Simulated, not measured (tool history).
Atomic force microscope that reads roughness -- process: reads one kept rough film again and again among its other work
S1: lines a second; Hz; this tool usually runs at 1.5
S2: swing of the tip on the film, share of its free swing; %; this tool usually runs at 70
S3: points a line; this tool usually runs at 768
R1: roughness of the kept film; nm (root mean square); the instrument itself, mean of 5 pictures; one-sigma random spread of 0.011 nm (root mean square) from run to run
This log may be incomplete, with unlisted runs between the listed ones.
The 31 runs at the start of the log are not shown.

-- hour=1544.1 new tip fitted
run 32 hour=1562.1 | S1=3.13 S2=70 S3=336 | R1=2.201
-- hour=1620.2 new tip fitted
run 33 hour=1632.3 | S1=3.13 S2=70 S3=336 | R1=2.301
run 34 hour=1680.4 | S1=1.5 S2=59 S3=281 | R1=2.147
-- hour=1692.1 new tip fitted
run 35 hour=1729.4 | S1=1.93 S2=62 S3=639 | R1=2.235
-- hour=1763.8 new tip fitted
run 36 hour=1777.4 | S1=2.11 S2=84 S3=287 | R1=2.132
-- hour=1836.4 new tip fitted
run 37 hour=1836.4 | S1=2.11 S2=84 S3=287 | R1=2.251
run 38 hour=1893 | S1=2.11 S2=81 S3=348 | R1=1.963
-- hour=1911.3 new tip fitted
run 39 hour=1948.6 | S1=2.11 S2=81 S3=348 | R1=2.038
-- hour=1983.4 new tip fitted
run 40 hour=1994.4 | S1=2.11 S2=81 S3=348 | R1=2.247
run 41 hour=2046 | S1=0.81 S2=77 S3=828 | R1=2.127
-- hour=2053.5 new tip fitted
run 42 hour=2106.1 | S1=2.77 S2=59 S3=828 | R1=2.149
-- hour=2124.7 new tip fitted
run 43 hour=2137.9 | S1=2.77 S2=59 S3=828 | R1=2.423
run 44 hour=2185.7 | S1=2.77 S2=59 S3=828 | R1=2.104

Alternative continuations, all from the tool just after run 44; predict every row:
-- hour=2195.8 new tip fitted
run A hour=2243.7 | S1=3.46 S2=57 S3=768 | R1=?
-- hour=2195.8 new tip fitted
run B hour=2243.7 | S1=1.5 S2=70 S3=331 | R1=?
-- hour=2195.8 new tip fitted
run C hour=2243.7 | S1=2.05 S2=76 S3=768 | R1=?

run=A R1=2.144
run=B R1=2.105
run=C R1=2.054
Without the tool's unlogged condition, the same runs would have read:
run=A R1=2.557
run=B R1=2.51
run=C R1=2.449
